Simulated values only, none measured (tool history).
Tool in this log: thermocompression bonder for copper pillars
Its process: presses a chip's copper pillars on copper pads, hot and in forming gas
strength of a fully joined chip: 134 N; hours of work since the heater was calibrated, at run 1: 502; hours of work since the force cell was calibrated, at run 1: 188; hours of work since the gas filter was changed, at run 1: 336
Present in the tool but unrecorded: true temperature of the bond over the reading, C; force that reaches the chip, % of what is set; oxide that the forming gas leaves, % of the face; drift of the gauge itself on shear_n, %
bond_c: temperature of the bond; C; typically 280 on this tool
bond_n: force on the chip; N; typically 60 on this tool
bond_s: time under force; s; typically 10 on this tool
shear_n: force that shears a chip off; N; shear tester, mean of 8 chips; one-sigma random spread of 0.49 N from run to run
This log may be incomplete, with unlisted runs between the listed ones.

run	hour	bond_c	bond_n	bond_s	hours of work since the heater was calibrated	hours of work since the force cell was calibrated	hours of work since the gas filter was changed	shear_n
1	0.0	280	60	10	502	188	336	72.4
# hour 47.2: forming gas filter changed
2	52.3	280	60	14	529	216	3	88.3
3	90.5	280	60	14	550	237	23	88.1
4	134.2	280	58	14	574	260	47	85.5
5	196.0	280	60	10	607	293	80	79.0
6	245.6	280	50	10	634	320	107	67.7
7	307.4	280	50	12	667	354	140	71.3
# hour 314.5: force cell calibrated
8	342.3	280	50	12	685	15	158	69.6
9	405.7	299	81	21	719	49	193	113.1
10	439.7	275	47	23	738	68	211	76.7
11	472.6	275	47	18	755	85	229	70.7
12	506.3	285	64	10	774	103	247	80.5
13	550.6	277	43	10	797	127	271	54.0

Predict each of these 4 candidate next runs independently; none follows another, all start after run 13:
# hour 561.8: force cell calibrated, once more
A	582.2	306	43	10	814	11	287	?
# hour 561.8: force cell calibrated, once more
B	582.2	253	43	10	814	11	287	?
# hour 561.8: force cell calibrated, once more
C	582.2	258	43	10	814	11	287	?
# hour 561.8: force cell calibrated, once more
D	582.2	277	43	7	814	11	287	?

run	shear_n
A	70.3
B	43.3
C	46.0
D	49.0
The same runs, with their run-to-run variation unchanged, on a tool lacking any hidden condition would have given:
run	shear_n
A	74.7
B	45.2
C	48.1
D	51.5

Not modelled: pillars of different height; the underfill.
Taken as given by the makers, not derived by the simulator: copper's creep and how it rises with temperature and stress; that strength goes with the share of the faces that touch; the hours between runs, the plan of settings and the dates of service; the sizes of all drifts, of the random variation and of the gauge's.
